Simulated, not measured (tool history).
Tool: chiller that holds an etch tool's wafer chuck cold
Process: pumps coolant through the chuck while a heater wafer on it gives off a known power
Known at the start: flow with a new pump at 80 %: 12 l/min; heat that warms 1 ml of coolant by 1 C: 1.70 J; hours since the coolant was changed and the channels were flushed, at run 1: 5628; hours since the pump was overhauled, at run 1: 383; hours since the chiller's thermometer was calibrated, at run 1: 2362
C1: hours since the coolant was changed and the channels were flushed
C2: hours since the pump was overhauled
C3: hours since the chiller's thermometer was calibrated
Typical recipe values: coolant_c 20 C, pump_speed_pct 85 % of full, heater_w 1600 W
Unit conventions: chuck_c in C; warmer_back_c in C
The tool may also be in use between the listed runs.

Run 1, hour 0.0: usual settings; C1 5628; C2 383; C3 2362. Result: chuck_c 35.2 C, warmer_back_c 4.49 C.
Run 2, hour 58.4: usual settings; C1 5686; C2 442; C3 2420. Result: chuck_c 35.0 C, warmer_back_c 4.43 C.
Run 3, hour 106.1: usual settings but coolant_c 15 C; C1 5734; C2 490; C3 2468. Result: chuck_c 30.1 C, warmer_back_c 4.49 C.
Run 4, hour 132.2: usual settings but coolant_c 15 C; C1 5760; C2 516; C3 2494. Result: chuck_c 30.1 C, warmer_back_c 4.48 C.
Run 5, hour 176.8: usual settings but coolant_c 15 C; C1 5804; C2 560; C3 2539. Result: chuck_c 30.2 C, warmer_back_c 4.46 C.
Run 6, hour 212.8: usual settings; C1 5840; C2 596; C3 2575. Result: chuck_c 34.9 C, warmer_back_c 4.39 C.
Run 7, hour 249.0: usual settings; C1 5877; C2 632; C3 2611. Result: chuck_c 35.1 C, warmer_back_c 4.54 C.
Run 8, hour 303.1: usual settings; C1 5931; C2 687; C3 2665. Result: chuck_c 35.1 C, warmer_back_c 4.50 C.
Run 9, hour 354.8: usual settings but heater_w 1017 W; C1 5982; C2 738; C3 2717. Result: chuck_c 29.9 C, warmer_back_c 2.88 C.
Run 10, hour 393.2: usual settings but heater_w 1017 W; C1 6021; C2 777; C3 2755. Result: chuck_c 30.0 C, warmer_back_c 2.85 C.
Run 11, hour 434.8: usual settings but heater_w 1017 W; C1 6062; C2 818; C3 2797. Result: chuck_c 30.0 C, warmer_back_c 2.87 C.
Run 12, hour 468.6: usual settings but heater_w 1017 W; C1 6096; C2 852; C3 2831. Result: chuck_c 29.9 C, warmer_back_c 2.85 C.
Run 13, hour 498.6: usual settings; C1 6126; C2 882; C3 2861. Result: chuck_c 35.4 C, warmer_back_c 4.49 C.
Run 14, hour 541.2: usual settings; C1 6169; C2 925; C3 2903. Result: chuck_c 35.4 C, warmer_back_c 4.51 C.
Run 15, hour 590.5: usual settings but coolant_c 28 C, heater_w 930 W; C1 6218; C2 974; C3 2953. Result: chuck_c 37.1 C, warmer_back_c 2.60 C.
Run 16, hour 634.2: usual settings but coolant_c 10 C, pump_speed_pct 75 % of full; C1 6262; C2 1018; C3 2996. Result: chuck_c 27.2 C, warmer_back_c 5.17 C.
Run 17, hour 662.4: usual settings but coolant_c 10 C, pump_speed_pct 91 % of full; C1 6290; C2 1046; C3 3025. Result: chuck_c 24.7 C, warmer_back_c 4.10 C.
Run 18, hour 688.8: usual settings but coolant_c 10 C, pump_speed_pct 91 % of full; C1 6316; C2 1072; C3 3051. Result: chuck_c 24.6 C, warmer_back_c 4.24 C.
At hour 698.3: coolant pump overhauled.
Run 19, hour 724.3: usual settings but coolant_c 11 C, pump_speed_pct 95 % of full, heater_w 1037 W; C1 6347; C2 26; C3 3081. Result: chuck_c 20.3 C, warmer_back_c 2.58 C.
Run 20, hour 771.4: usual settings but coolant_c 11 C, pump_speed_pct 95 % of full, heater_w 1037 W; C1 6394; C2 73; C3 3128. Result: chuck_c 20.5 C, warmer_back_c 2.64 C.
Run 21, hour 810.2: usual settings but coolant_c 12 C, pump_speed_pct 77 % of full, heater_w 1757 W; C1 6433; C2 112; C3 3167. Result: chuck_c 31.0 C, warmer_back_c 5.52 C.
Run 22, hour 863.6: usual settings but coolant_c 14 C, heater_w 1028 W; C1 6486; C2 165; C3 3221. Result: chuck_c 24.3 C, warmer_back_c 2.95 C.
Run 23, hour 921.9: usual settings but coolant_c 14 C, heater_w 1028 W; C1 6544; C2 224; C3 3279. Result: chuck_c 24.3 C, warmer_back_c 2.92 C.
At hour 954.4: coolant pump overhauled, once more.
Run 24, hour 983.1: usual settings but pump_speed_pct 72 % of full, heater_w 1730 W; C1 6601; C2 29; C3 3335. Result: chuck_c 39.3 C, warmer_back_c 5.71 C.
Run 25, hour 1026.2: usual settings but coolant_c 23 C, pump_speed_pct 95 % of full, heater_w 1503 W; C1 6644; C2 72; C3 3378. Result: chuck_c 36.3 C, warmer_back_c 3.65 C.
Run 26, hour 1069.3: usual settings but coolant_c 28 C, pump_speed_pct 71 % of full, heater_w 911 W; C1 6687; C2 115; C3 3421. Result: chuck_c 38.5 C, warmer_back_c 3.06 C.
Run 27, hour 1123.3: usual settings but pump_speed_pct 99 % of full, heater_w 1682 W; C1 6741; C2 169; C3 3475. Result: chuck_c 34.4 C, warmer_back_c 3.95 C.

Consider 4 possible next runs. They are alternatives, not a sequence: every one starts from the tool as it was left by run 27. What does each give?
Run A, hour 1179.7: usual settings but coolant_c 16 C, pump_speed_pct 67 % of full, heater_w 1682 W; C1 6797; C2 225; C3 3532. Result: chuck_c ?, warmer_back_c ?.
Run B, hour 1179.7: usual settings but pump_speed_pct 99 % of full, heater_w 1091 W; C1 6797; C2 225; C3 3532. Result: chuck_c ?, warmer_back_c ?.
Run C, hour 1179.7: usual settings but pump_speed_pct 78 % of full, heater_w 1278 W; C1 6797; C2 225; C3 3532. Result: chuck_c ?, warmer_back_c ?.
Run D, hour 1179.7: usual settings but coolant_c 18 C, pump_speed_pct 87 % of full; C1 6797; C2 225; C3 3532. Result: chuck_c ?, warmer_back_c ?.

run  chuck_c  warmer_back_c
  A     36.0           6.07
  B     29.3           2.53
  C     33.6           3.93
  D     33.2           4.30
The same runs, with their run-to-run variation unchanged, on a tool lacking any hidden condition would have given:
run  chuck_c  warmer_back_c
  A     32.4           6.07
  B     27.4           2.53
  C     31.0           3.93
  D     30.4           4.30
